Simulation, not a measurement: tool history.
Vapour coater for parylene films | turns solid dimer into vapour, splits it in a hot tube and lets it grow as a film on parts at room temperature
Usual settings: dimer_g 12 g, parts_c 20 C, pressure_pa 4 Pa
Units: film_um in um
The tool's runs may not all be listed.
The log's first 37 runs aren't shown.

Run 38, hour 486.5: usual settings but parts_c 30 C, pressure_pa 3.34 Pa. Result: film_um 1.96 um.
Run 39, hour 502.3: usual settings but parts_c 30 C, pressure_pa 7.74 Pa. Result: film_um 1.64 um.
Run 40, hour 519.3: usual settings but parts_c 30 C, pressure_pa 2.39 Pa. Result: film_um 2.15 um.
Run 41, hour 528.3: usual settings but pressure_pa 2.47 Pa. Result: film_um 2.8 um.
Run 42, hour 540.2: usual settings but dimer_g 17 g, parts_c 22 C. Result: film_um 3.36 um.
Run 43, hour 551.9: usual settings but dimer_g 17 g, parts_c 22 C. Result: film_um 3.36 um.
Run 44, hour 570.1: usual settings but dimer_g 8 g, parts_c 12 C, pressure_pa 7.46 Pa. Result: film_um 1.79 um.
Run 45, hour 582.4: usual settings but parts_c 13 C, pressure_pa 8.4 Pa. Result: film_um 2.61 um.
Run 46, hour 594.8: usual settings but parts_c 13 C, pressure_pa 8.4 Pa. Result: film_um 2.57 um.

Forecast each of these 4 alternatives for the next run:
Run A, hour 605: usual settings but dimer_g 7 g, parts_c 26 C, pressure_pa 10.5 Pa. Result: film_um ?.
Run B, hour 605: usual settings but dimer_g 8 g, parts_c 13 C, pressure_pa 2.19 Pa. Result: film_um ?.
Run C, hour 605: usual settings but dimer_g 8 g. Result: film_um ?.
Run D, hour 605: usual settings but dimer_g 6 g, parts_c 15 C. Result: film_um ?.

run  film_um
  A     0.96
  B      2.3
  C     1.67
  D     1.43
Without the tool's hidden state the same runs would have given:
run  film_um
  A     0.99
  B     2.35
  C     1.72
  D     1.47
